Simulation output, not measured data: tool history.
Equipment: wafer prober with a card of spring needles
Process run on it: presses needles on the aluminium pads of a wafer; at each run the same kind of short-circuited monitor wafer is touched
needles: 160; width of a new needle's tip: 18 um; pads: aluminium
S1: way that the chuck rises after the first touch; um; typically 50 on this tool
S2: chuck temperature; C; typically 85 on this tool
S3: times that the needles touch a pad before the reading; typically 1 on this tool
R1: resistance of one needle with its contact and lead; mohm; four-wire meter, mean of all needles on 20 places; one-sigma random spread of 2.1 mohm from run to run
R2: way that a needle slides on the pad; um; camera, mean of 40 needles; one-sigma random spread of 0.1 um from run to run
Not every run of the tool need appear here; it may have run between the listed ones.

| run | hour | S1 | S2 | S3 | R1 | R2 |
|---|---|---|---|---|---|---|
| 1 | 0 | 50 | 85 | 1 | 414 | 12.09 |
|  | 1.1 | tips cleaned on abrasive film |
|  | 5.9 | tips cleaned on abrasive film |
|  | 10.8 | tips cleaned on abrasive film |
|  | 15.7 | tips cleaned on abrasive film |
|  | 20.5 | tips cleaned on abrasive film |
|  | 25.4 | tips cleaned on abrasive film |
|  | 29.3 | tips cleaned on abrasive film |
| 2 | 29.7 | 30 | 85 | 1 | 353 | 7.14 |
|  | 33.7 | tips cleaned on abrasive film |
|  | 38.5 | tips cleaned on abrasive film |
|  | 43.4 | tips cleaned on abrasive film |
|  | 48.3 | tips cleaned on abrasive film |
|  | 53.1 | tips cleaned on abrasive film |
|  | 58 | tips cleaned on abrasive film |
|  | 62.9 | tips cleaned on abrasive film |
|  | 67.8 | tips cleaned on abrasive film |
| 3 | 70.1 | 50 | 85 | 1 | 382 | 11.62 |
|  | 72.1 | tips cleaned on abrasive film |
|  | 76 | tips cleaned on abrasive film |
|  | 80.9 | tips cleaned on abrasive film |
|  | 84.8 | tips cleaned on abrasive film |
|  | 89.7 | tips cleaned on abrasive film |
|  | 94.5 | tips cleaned on abrasive film |
|  | 99.3 | tips cleaned on abrasive film |
| 4 | 99.3 | 50 | 85 | 1 | 260 | 11.51 |
|  | 104.1 | tips cleaned on abrasive film |
|  | 109 | tips cleaned on abrasive film |
|  | 113.9 | tips cleaned on abrasive film |
|  | 118.7 | tips cleaned on abrasive film |
|  | 123.6 | tips cleaned on abrasive film |
|  | 128.5 | tips cleaned on abrasive film |
|  | 133.3 | tips cleaned on abrasive film |
| 5 | 133.8 | 50 | 85 | 1 | 281 | 11.56 |
|  | 137.7 | tips cleaned on abrasive film |
|  | 142.5 | tips cleaned on abrasive film |
|  | 146.5 | tips cleaned on abrasive film |
|  | 151.3 | tips cleaned on abrasive film |
|  | 156.2 | tips cleaned on abrasive film |
|  | 160.1 | tips cleaned on abrasive film |
|  | 165 | tips cleaned on abrasive film |
|  | 169.9 | tips cleaned on abrasive film |
|  | 173.8 | tips cleaned on abrasive film |
| 6 | 177 | 50 | 56 | 1 | 444 | 11.33 |
|  | 178 | tips cleaned on abrasive film |
|  | 182.9 | tips cleaned on abrasive film |
|  | 186.8 | tips cleaned on abrasive film |
|  | 191.7 | tips cleaned on abrasive film |
|  | 195.6 | tips cleaned on abrasive film |
|  | 200.5 | tips cleaned on abrasive film |
|  | 205.3 | tips cleaned on abrasive film |
|  | 209.3 | tips cleaned on abrasive film |
| 7 | 212.2 | 50 | 85 | 1 | 437 | 11.29 |
|  | 213.2 | tips cleaned on abrasive film |
|  | 218.1 | tips cleaned on abrasive film |
|  | 222 | tips cleaned on abrasive film |
|  | 226.9 | tips cleaned on abrasive film |
|  | 230.8 | tips cleaned on abrasive film |
|  | 235.7 | tips cleaned on abrasive film |
|  | 239.6 | tips cleaned on abrasive film |
| 8 | 240.7 | 50 | 85 | 1 | 333 | 11.19 |
|  | 243.7 | tips cleaned on abrasive film |
|  | 248.6 | tips cleaned on abrasive film |
|  | 252.5 | tips cleaned on abrasive film |
|  | 257.3 | tips cleaned on abrasive film |
|  | 262.2 | tips cleaned on abrasive film |
|  | 266.1 | tips cleaned on abrasive film |
|  | 271 | tips cleaned on abrasive film |
|  | 274.9 | tips cleaned on abrasive film |
|  | 279.8 | tips cleaned on abrasive film |
|  | 284.7 | tips cleaned on abrasive film |
|  | 289.5 | tips cleaned on abrasive film |
|  | 294.4 | tips cleaned on abrasive film |
| 9 | 294.6 | 31 | 106 | 2 | 361 | 6.39 |
|  | 298.5 | tips cleaned on abrasive film |
|  | 302.5 | tips cleaned on abrasive film |
|  | 307.3 | tips cleaned on abrasive film |
|  | 311.2 | tips cleaned on abrasive film |
|  | 316.1 | tips cleaned on abrasive film |
|  | 320 | tips cleaned on abrasive film |
|  | 324.9 | tips cleaned on abrasive film |
|  | 329.8 | tips cleaned on abrasive film |
|  | 333.7 | tips cleaned on abrasive film |
|  | 335.7 | tips cleaned on abrasive film, once more |
| 10 | 335.8 | 31 | 106 | 2 | 313 | 6.15 |
|  | 339.7 | tips cleaned on abrasive film |
|  | 344.5 | tips cleaned on abrasive film |
|  | 348.5 | tips cleaned on abrasive film |
|  | 353.3 | tips cleaned on abrasive film |
|  | 358.2 | tips cleaned on abrasive film |
|  | 363.1 | tips cleaned on abrasive film |
| 11 | 364.4 | 31 | 106 | 2 | 502 | 5.99 |
|  | 367.4 | tips cleaned on abrasive film |
|  | 372.2 | tips cleaned on abrasive film |
|  | 376.1 | tips cleaned on abrasive film |
|  | 381 | tips cleaned on abrasive film |
|  | 385.9 | tips cleaned on abrasive film |
|  | 390.7 | tips cleaned on abrasive film |
|  | 395.6 | tips cleaned on abrasive film |
|  | 400.5 | tips cleaned on abrasive film |
|  | 405.4 | tips cleaned on abrasive film |
|  | 410.2 | tips cleaned on abrasive film |
| 12 | 410.5 | 48 | 26 | 1 | 302 | 9.94 |
|  | 414.4 | tips cleaned on abrasive film |
|  | 419.3 | tips cleaned on abrasive film |
|  | 424.2 | tips cleaned on abrasive film |
|  | 429 | tips cleaned on abrasive film |
|  | 433.9 | tips cleaned on abrasive film |
| 13 | 436.6 | 50 | 73 | 2 | 377 | 10.37 |
|  | 438.6 | tips cleaned on abrasive film |
|  | 443.5 | tips cleaned on abrasive film |
|  | 447.4 | tips cleaned on abrasive film |
|  | 452.3 | tips cleaned on abrasive film |
|  | 457.2 | tips cleaned on abrasive film |
|  | 462 | tips cleaned on abrasive film |
|  | 466.9 | tips cleaned on abrasive film |
|  | 468.2 | height of the first contact set anew |
|  | 472.1 | tips cleaned on abrasive film |
| 14 | 473.9 | 50 | 73 | 2 | 323 | 12.31 |
|  | 476.9 | tips cleaned on abrasive film |
|  | 481.8 | tips cleaned on abrasive film |
|  | 486.6 | tips cleaned on abrasive film |
|  | 498.6 | card fitted with new needles |
|  | 503.5 | tips cleaned on abrasive film |
|  | 507.4 | tips cleaned on abrasive film |
|  | 512.3 | tips cleaned on abrasive film |
|  | 517.2 | tips cleaned on abrasive film |
|  | 522 | tips cleaned on abrasive film |
|  | 526.9 | tips cleaned on abrasive film |
|  | 531.8 | tips cleaned on abrasive film |
|  | 536.7 | tips cleaned on abrasive film |
| 15 | 540 | 50 | 73 | 2 | 312 | 11.96 |

Here are 5 independent what-if runs from the current tool condition. What would each one return?
|  | 541.1 | tips cleaned on abrasive film |
|  | 545.9 | tips cleaned on abrasive film |
|  | 550.8 | tips cleaned on abrasive film |
|  | 554.7 | tips cleaned on abrasive film |
|  | 559.6 | tips cleaned on abrasive film |
|  | 564.5 | tips cleaned on abrasive film |
| A | 567 | 35 | 73 | 1 | ? | ? |
|  | 541.1 | tips cleaned on abrasive film |
|  | 545.9 | tips cleaned on abrasive film |
|  | 550.8 | tips cleaned on abrasive film |
|  | 554.7 | tips cleaned on abrasive film |
|  | 559.6 | tips cleaned on abrasive film |
|  | 564.5 | tips cleaned on abrasive film |
| B | 567 | 50 | 52 | 1 | ? | ? |
|  | 541.1 | tips cleaned on abrasive film |
|  | 545.9 | tips cleaned on abrasive film |
|  | 550.8 | tips cleaned on abrasive film |
|  | 554.7 | tips cleaned on abrasive film |
|  | 559.6 | tips cleaned on abrasive film |
|  | 564.5 | tips cleaned on abrasive film |
| C | 567 | 53 | 29 | 1 | ? | ? |
|  | 541.1 | tips cleaned on abrasive film |
|  | 545.9 | tips cleaned on abrasive film |
|  | 550.8 | tips cleaned on abrasive film |
|  | 554.7 | tips cleaned on abrasive film |
|  | 559.6 | tips cleaned on abrasive film |
|  | 564.5 | tips cleaned on abrasive film |
| D | 567 | 50 | 112 | 1 | ? | ? |
|  | 541.1 | tips cleaned on abrasive film |
|  | 545.9 | tips cleaned on abrasive film |
|  | 550.8 | tips cleaned on abrasive film |
|  | 554.7 | tips cleaned on abrasive film |
|  | 559.6 | tips cleaned on abrasive film |
|  | 564.5 | tips cleaned on abrasive film |
| E | 567 | 50 | 50 | 2 | ? | ? |

| run | R1 | R2 |
|---|---|---|
| A | 450 | 8.17 |
| B | 336 | 11.95 |
| C | 324 | 12.6 |
| D | 342 | 12.07 |
| E | 291 | 11.98 |
Had the tool no hidden state, the same runs would have come out as:
| run | R1 | R2 |
|---|---|---|
| A | 240 | 8.42 |
| B | 226 | 12.2 |
| C | 221 | 12.85 |
| D | 242 | 12.32 |
| E | 225 | 12.24 |
